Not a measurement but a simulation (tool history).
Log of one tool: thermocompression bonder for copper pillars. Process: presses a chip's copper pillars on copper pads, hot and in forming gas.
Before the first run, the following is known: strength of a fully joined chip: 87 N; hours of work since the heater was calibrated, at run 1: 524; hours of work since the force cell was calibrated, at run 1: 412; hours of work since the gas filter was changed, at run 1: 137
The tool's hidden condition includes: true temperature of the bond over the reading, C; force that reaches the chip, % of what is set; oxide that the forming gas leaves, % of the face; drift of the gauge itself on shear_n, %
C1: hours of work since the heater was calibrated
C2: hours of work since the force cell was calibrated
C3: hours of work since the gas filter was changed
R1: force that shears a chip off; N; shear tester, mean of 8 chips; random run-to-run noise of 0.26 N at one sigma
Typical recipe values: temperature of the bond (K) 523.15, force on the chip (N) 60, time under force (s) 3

Run 1, hour 0: usual settings; C1 524; C2 412; C3 137. Result: R1 63.4 N.
Run 2, hour 18: usual settings; C1 534; C2 422; C3 147. Result: R1 64 N.
Run 3, hour 36.6: usual settings; C1 544; C2 432; C3 157. Result: R1 63.4 N.
Run 4, hour 61.4: usual settings; C1 558; C2 446; C3 171. Result: R1 63.3 N.
Run 5, hour 88.5: usual settings; C1 573; C2 461; C3 186. Result: R1 62.6 N.
Run 6, hour 123: usual settings; C1 592; C2 480; C3 205. Result: R1 62.9 N.
Run 7, hour 140.3: usual settings but force on the chip (N) 85; C1 601; C2 489; C3 215. Result: R1 68.1 N.
Run 8, hour 167.5: usual settings; C1 616; C2 504; C3 230. Result: R1 62.3 N.
Run 9, hour 194.9: usual settings; C1 631; C2 520; C3 245. Result: R1 62.3 N.
Run 10, hour 212.7: usual settings but temperature of the bond (K) 517.15; C1 641; C2 529; C3 255. Result: R1 58.4 N.
At hour 218.3: forming gas filter changed.
Run 11, hour 233: usual settings but force on the chip (N) 74; C1 652; C2 540; C3 8. Result: R1 70.3 N.
Run 12, hour 249.2: usual settings but force on the chip (N) 74; C1 661; C2 549; C3 17. Result: R1 69.7 N.
Run 13, hour 264.7: usual settings but force on the chip (N) 74; C1 670; C2 558; C3 26. Result: R1 69.9 N.
At hour 268: force cell calibrated.
Run 14, hour 295.7: usual settings but force on the chip (N) 74; C1 686; C2 15; C3 42. Result: R1 69.6 N.
Run 15, hour 310.6: usual settings; C1 694; C2 24; C3 50. Result: R1 66 N.
Run 16, hour 336: usual settings but time under force (s) 6; C1 708; C2 38; C3 64. Result: R1 74.4 N.
At hour 345.2: force cell calibrated, once more.
Run 17, hour 354.2: usual settings but time under force (s) 6; C1 718; C2 5; C3 73. Result: R1 73.9 N.
Run 18, hour 385: usual settings but temperature of the bond (K) 511.15, force on the chip (N) 38, time under force (s) 2; C1 735; C2 22; C3 90. Result: R1 43.3 N.
Run 19, hour 408.1: usual settings but temperature of the bond (K) 544.15, force on the chip (N) 83, time under force (s) 5; C1 747; C2 35; C3 103. Result: R1 81.2 N.
Run 20, hour 424.5: usual settings but temperature of the bond (K) 507.15; C1 756; C2 44; C3 112. Result: R1 55 N.
Run 21, hour 448.1: usual settings but temperature of the bond (K) 537.15, force on the chip (N) 63, time under force (s) 4; C1 769; C2 57; C3 125. Result: R1 74.8 N.
Run 22, hour 473.1: usual settings but temperature of the bond (K) 537.15, force on the chip (N) 63, time under force (s) 4; C1 783; C2 71; C3 139. Result: R1 74.9 N.
Run 23, hour 502.1: usual settings but temperature of the bond (K) 521.15, force on the chip (N) 43; C1 799; C2 87; C3 155. Result: R1 56.9 N.
Run 24, hour 532.9: usual settings but temperature of the bond (K) 516.15, force on the chip (N) 47, time under force (s) 4; C1 816; C2 104; C3 172. Result: R1 59.4 N.
Run 25, hour 567.7: usual settings but temperature of the bond (K) 507.15, time under force (s) 4; C1 836; C2 123; C3 192. Result: R1 59 N.
Run 26, hour 589.6: usual settings but temperature of the bond (K) 507.15, time under force (s) 4; C1 848; C2 135; C3 204. Result: R1 58 N.
Run 27, hour 624.5: usual settings but temperature of the bond (K) 507.15, time under force (s) 4; C1 867; C2 154; C3 223. Result: R1 58.1 N.
Run 28, hour 651.5: usual settings but temperature of the bond (K) 498.15, force on the chip (N) 42, time under force (s) 8; C1 882; C2 169; C3 238. Result: R1 55.6 N.
Run 29, hour 682.6: usual settings but temperature of the bond (K) 533.15, force on the chip (N) 47; C1 899; C2 187; C3 255. Result: R1 62.9 N.
At hour 685.4: forming gas filter changed.
Run 30, hour 717.9: usual settings but temperature of the bond (K) 533.15, force on the chip (N) 50; C1 918; C2 206; C3 18. Result: R1 68.8 N.

5 options for the next run, each taken on its own from the tool as it stands now. Forecast them:
Run A, hour 744.7: usual settings but force on the chip (N) 41, time under force (s) 8; C1 933; C2 221; C3 33. Result: R1 ?.
Run B, hour 744.7: usual settings but force on the chip (N) 61, time under force (s) 6; C1 933; C2 221; C3 33. Result: R1 ?.
Run C, hour 744.7: usual settings but force on the chip (N) 81, time under force (s) 4; C1 933; C2 221; C3 33. Result: R1 ?.
Run D, hour 744.7: usual settings but temperature of the bond (K) 533.15, force on the chip (N) 59, time under force (s) 5; C1 933; C2 221; C3 33. Result: R1 ?.
Run E, hour 744.7: usual settings but temperature of the bond (K) 513.15, force on the chip (N) 39, time under force (s) 4; C1 933; C2 221; C3 33. Result: R1 ?.

run    R1
  A  73.9
  B  75.1
  C  74.9
  D  77.3
  E  56.8
Without the tool's hidden state the same runs would have given:
run    R1
  A  72.2
  B  73.7
  C  73.4
  D  76.2
  E  54.2
